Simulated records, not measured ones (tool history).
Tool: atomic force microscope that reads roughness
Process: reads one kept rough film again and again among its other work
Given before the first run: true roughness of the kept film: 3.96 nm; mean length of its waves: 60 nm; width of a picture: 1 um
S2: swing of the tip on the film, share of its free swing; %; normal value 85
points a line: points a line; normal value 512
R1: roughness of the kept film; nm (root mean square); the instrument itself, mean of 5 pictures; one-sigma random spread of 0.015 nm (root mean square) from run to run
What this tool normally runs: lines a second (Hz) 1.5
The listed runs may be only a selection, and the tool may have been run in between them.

Run 1, hour 0: usual settings. Result: R1 3.529 nm (root mean square).
Run 2, hour 39.8: usual settings. Result: R1 3.42 nm (root mean square).
Run 3, hour 84.5: usual settings. Result: R1 3.335 nm (root mean square).
At hour 137.5: new tip fitted.
Run 4, hour 143.5: usual settings but lines a second (Hz) 0.82. Result: R1 3.622 nm (root mean square).
Run 5, hour 208: usual settings but lines a second (Hz) 0.82. Result: R1 3.473 nm (root mean square).
Run 6, hour 246.3: usual settings. Result: R1 3.29 nm (root mean square).
At hour 275.5: new tip fitted.
Run 7, hour 275.5: usual settings. Result: R1 3.526 nm (root mean square).
Run 8, hour 304: usual settings. Result: R1 3.438 nm (root mean square).
Run 9, hour 367.7: usual settings. Result: R1 3.282 nm (root mean square).
Run 10, hour 397.2: usual settings but points a line 539. Result: R1 3.244 nm (root mean square).
At hour 412.7: new tip fitted.
Run 11, hour 451.5: usual settings but points a line 539. Result: R1 3.426 nm (root mean square).
Run 12, hour 509: usual settings but points a line 539. Result: R1 3.259 nm (root mean square).
At hour 550.2: new tip fitted.
Run 13, hour 556.5: usual settings. Result: R1 3.494 nm (root mean square).
Run 14, hour 591.6: usual settings but S2 74 %. Result: R1 3.565 nm (root mean square).
Run 15, hour 655.7: usual settings. Result: R1 3.304 nm (root mean square).
At hour 687.6: new tip fitted.
Run 16, hour 694.3: usual settings. Result: R1 3.502 nm (root mean square).
Run 17, hour 757.9: usual settings but S2 61 %. Result: R1 3.588 nm (root mean square).
Run 18, hour 793.8: usual settings but lines a second (Hz) 2.23, points a line 370. Result: R1 3.154 nm (root mean square).
At hour 826: new tip fitted.
Run 19, hour 855.5: usual settings but S2 76 %. Result: R1 3.563 nm (root mean square).
Run 20, hour 889.5: usual settings but lines a second (Hz) 3.53, S2 74 %, points a line 1022. Result: R1 3.301 nm (root mean square).
Run 21, hour 919.4: usual settings but lines a second (Hz) 1.62, points a line 524. Result: R1 3.333 nm (root mean square).
Run 22, hour 959.8: usual settings but lines a second (Hz) 0.66, S2 74 %, points a line 570. Result: R1 3.487 nm (root mean square).
At hour 964.9: new tip fitted.
Run 23, hour 1013.8: usual settings but lines a second (Hz) 1.02, S2 60 %, points a line 278. Result: R1 3.682 nm (root mean square).
Run 24, hour 1045.4: usual settings but S2 74 %, points a line 1014. Result: R1 3.47 nm (root mean square).
At hour 1104: new tip fitted.
Run 25, hour 1106.8: usual settings but lines a second (Hz) 3.98, S2 70 %, points a line 413. Result: R1 3.441 nm (root mean square).
Run 26, hour 1164.9: usual settings but lines a second (Hz) 1.16, S2 73 %, points a line 529. Result: R1 3.554 nm (root mean square).
Run 27, hour 1212.4: usual settings but lines a second (Hz) 1.16, S2 73 %, points a line 529. Result: R1 3.488 nm (root mean square).
At hour 1244.5: new tip fitted.
Run 28, hour 1276.5: usual settings but lines a second (Hz) 1.16, S2 73 %, points a line 529. Result: R1 3.638 nm (root mean square).
Run 29, hour 1305.7: usual settings but lines a second (Hz) 1.93. Result: R1 3.315 nm (root mean square).
Run 30, hour 1353.7: usual settings but lines a second (Hz) 1.41, points a line 900. Result: R1 3.342 nm (root mean square).
At hour 1384.3: new tip fitted.
Run 31, hour 1419.3: usual settings but points a line 288. Result: R1 3.46 nm (root mean square).
Run 32, hour 1469.7: usual settings but lines a second (Hz) 2.66, points a line 257. Result: R1 3.152 nm (root mean square).
At hour 1523.7: new tip fitted.
Run 33, hour 1529.4: usual settings but S2 55 %, points a line 607. Result: R1 3.79 nm (root mean square).

Alternative continuations, all from the tool just after run 33; predict every row:
Run A, hour 1557.5: usual settings but lines a second (Hz) 1.2, S2 88 %. Result: R1 ?.
Run B, hour 1557.5: usual settings but lines a second (Hz) 1.22, S2 89 %, points a line 816. Result: R1 ?.
Run C, hour 1557.5: usual settings but S2 76 %, points a line 676. Result: R1 ?.
Run D, hour 1557.5: usual settings but S2 58 %, points a line 396. Result: R1 ?.
Run E, hour 1557.5: usual settings but lines a second (Hz) 3.24. Result: R1 ?.

run     R1
  A  3.508
  B   3.47
  C  3.563
  D  3.704
  E  3.157
Without the tool's unlogged condition, the same runs would have read:
run     R1
  A  3.554
  B  3.515
  C  3.609
  D  3.752
  E  3.198

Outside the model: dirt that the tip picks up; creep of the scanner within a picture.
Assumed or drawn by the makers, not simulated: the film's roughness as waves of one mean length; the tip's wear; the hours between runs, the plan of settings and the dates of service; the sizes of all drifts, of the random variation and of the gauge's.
